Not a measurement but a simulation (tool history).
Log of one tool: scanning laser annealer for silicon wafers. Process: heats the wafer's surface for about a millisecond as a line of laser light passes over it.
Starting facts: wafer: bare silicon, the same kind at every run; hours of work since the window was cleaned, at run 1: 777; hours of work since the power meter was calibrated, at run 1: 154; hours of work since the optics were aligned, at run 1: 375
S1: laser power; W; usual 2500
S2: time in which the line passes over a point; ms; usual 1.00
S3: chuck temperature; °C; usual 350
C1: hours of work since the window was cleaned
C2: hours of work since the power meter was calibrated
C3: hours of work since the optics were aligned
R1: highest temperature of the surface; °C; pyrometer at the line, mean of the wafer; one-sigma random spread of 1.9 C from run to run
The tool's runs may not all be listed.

run	hour	S1	S2	S3	C1	C2	C3	R1
1	0.0	2500	1.00	350	777	154	375	1117
2	7.7	2500	1.00	350	782	160	380	1114
3	17.3	2500	1.00	350	789	167	387	1117
4	21.9	2500	1.00	350	793	171	391	1118
5	30.6	2500	1.00	350	799	177	397	1114
6	35.9	2500	1.00	350	803	181	401	1120
7	44.4	2500	1.00	350	809	187	407	1118
8	54.2	2500	1.00	350	817	194	415	1118
9	63.2	2500	1.00	350	823	201	421	1114
10	71.3	2500	1.00	350	829	207	427	1113
11	76.0	2500	1.00	350	833	211	431	1114
12	80.3	2500	1.00	350	836	214	434	1112
13	85.1	2500	1.00	350	839	217	438	1114
14	89.6	2500	1.00	350	843	221	441	1115
15	94.3	2500	1.00	350	846	224	444	1115
16	103.9	2500	1.00	318	853	231	451	1080
17	110.2	2500	1.00	318	858	236	456	1084
18	119.3	2500	1.00	318	865	242	463	1077
19	125.6	2500	0.81	318	869	247	467	1004
20	130.8	2500	0.81	318	873	251	471	1005
21	134.9	2500	0.81	318	876	254	474	1006
22	141.8	2328	0.75	350	881	259	479	960
23	147.2	2235	0.71	350	885	263	483	922

For run 24, what comes out?
24	152.8	2500	0.93	352	889	267	487	?

R1: 1085 °C
Had the tool carried no hidden state, the very same run would have given R1 1109 °C.

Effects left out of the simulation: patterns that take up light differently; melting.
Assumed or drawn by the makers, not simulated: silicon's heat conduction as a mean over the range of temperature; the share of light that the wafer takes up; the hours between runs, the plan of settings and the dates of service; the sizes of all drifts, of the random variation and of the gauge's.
